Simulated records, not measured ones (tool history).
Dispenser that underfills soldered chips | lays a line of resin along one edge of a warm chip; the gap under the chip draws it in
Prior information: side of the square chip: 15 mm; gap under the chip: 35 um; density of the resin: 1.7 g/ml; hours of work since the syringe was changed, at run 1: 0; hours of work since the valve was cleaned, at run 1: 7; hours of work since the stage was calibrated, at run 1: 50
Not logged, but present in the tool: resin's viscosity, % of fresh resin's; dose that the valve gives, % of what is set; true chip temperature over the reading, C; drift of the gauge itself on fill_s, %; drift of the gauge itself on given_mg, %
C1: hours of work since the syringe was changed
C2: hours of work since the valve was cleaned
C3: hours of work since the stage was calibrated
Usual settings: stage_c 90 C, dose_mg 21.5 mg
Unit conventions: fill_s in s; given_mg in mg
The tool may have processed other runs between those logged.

run 1 hour=0.0 | stage_c=90 dose_mg=21.5 | C1=0 C2=7 C3=50 | fill_s=300.5 given_mg=21.40
run 2 hour=4.5 | stage_c=90 dose_mg=21.5 | C1=3 C2=10 C3=53 | fill_s=392.7 given_mg=21.55
-- hour=9.6 new syringe of resin
run 3 hour=9.8 | stage_c=90 dose_mg=25.9 | C1=0 C2=13 C3=56 | fill_s=303.6 given_mg=25.88
-- hour=19.1 new syringe of resin
run 4 hour=19.2 | stage_c=90 dose_mg=25.9 | C1=0 C2=19 C3=63 | fill_s=299.3 given_mg=25.65
run 5 hour=23.8 | stage_c=79 dose_mg=21.5 | C1=3 C2=22 C3=66 | fill_s=633.9 given_mg=21.17
-- hour=29.2 new syringe of resin
run 6 hour=29.2 | stage_c=79 dose_mg=21.5 | C1=0 C2=26 C3=69 | fill_s=484.8 given_mg=21.09
-- hour=38.9 new syringe of resin
run 7 hour=39.5 | stage_c=90 dose_mg=23.9 | C1=0 C2=33 C3=76 | fill_s=305.0 given_mg=23.52
run 8 hour=44.0 | stage_c=86 dose_mg=26.3 | C1=3 C2=36 C3=79 | fill_s=455.3 given_mg=25.81
-- hour=48.6 new syringe of resin
run 9 hour=49.4 | stage_c=86 dose_mg=26.3 | C1=1 C2=39 C3=83 | fill_s=361.7 given_mg=25.71
-- hour=58.3 new syringe of resin
run 10 hour=59.4 | stage_c=86 dose_mg=19.3 | C1=1 C2=46 C3=89 | fill_s=373.3 given_mg=18.68
run 11 hour=64.5 | stage_c=86 dose_mg=19.3 | C1=4 C2=50 C3=93 | fill_s=506.7 given_mg=18.98
-- hour=67.8 new syringe of resin
run 12 hour=72.1 | stage_c=86 dose_mg=19.3 | C1=3 C2=55 C3=98 | fill_s=469.2 given_mg=18.70
run 13 hour=76.2 | stage_c=96 dose_mg=22.4 | C1=6 C2=57 C3=101 | fill_s=377.8 given_mg=21.70
-- hour=77.4 new syringe of resin
-- hour=86.7 new syringe of resin
run 14 hour=86.7 | stage_c=97 dose_mg=18.5 | C1=0 C2=64 C3=107 | fill_s=236.0 given_mg=17.83

Each row is a separate what-if for the run after 14, all from the same tool condition, not one after another. Results?
-- hour=92.3 dispensing valve cleaned and set on the balance
run A hour=95.1 | stage_c=90 dose_mg=21.4 | C1=5 C2=2 C3=112 | fill_s=? given_mg=?
-- hour=92.3 dispensing valve cleaned and set on the balance
run B hour=95.1 | stage_c=95 dose_mg=25.3 | C1=5 C2=2 C3=112 | fill_s=? given_mg=?
-- hour=92.3 dispensing valve cleaned and set on the balance
run C hour=95.1 | stage_c=90 dose_mg=25.6 | C1=5 C2=2 C3=112 | fill_s=? given_mg=?
-- hour=92.3 dispensing valve cleaned and set on the balance
run D hour=95.1 | stage_c=86 dose_mg=20.5 | C1=5 C2=2 C3=112 | fill_s=? given_mg=?
-- hour=92.3 dispensing valve cleaned and set on the balance
run E hour=95.1 | stage_c=90 dose_mg=27.9 | C1=5 C2=2 C3=112 | fill_s=? given_mg=?

run=A fill_s=458.1 given_mg=21.43
run=B fill_s=374.9 given_mg=25.21
run=C fill_s=441.7 given_mg=25.53
run=D fill_s=547.9 given_mg=20.45
run=E fill_s=453.0 given_mg=27.81
Without the tool's unlogged condition, the same runs would have read:
run=A fill_s=300.2 given_mg=21.51
run=B fill_s=245.7 given_mg=25.30
run=C fill_s=289.5 given_mg=25.63
run=D fill_s=359.1 given_mg=20.53
run=E fill_s=296.9 given_mg=27.91
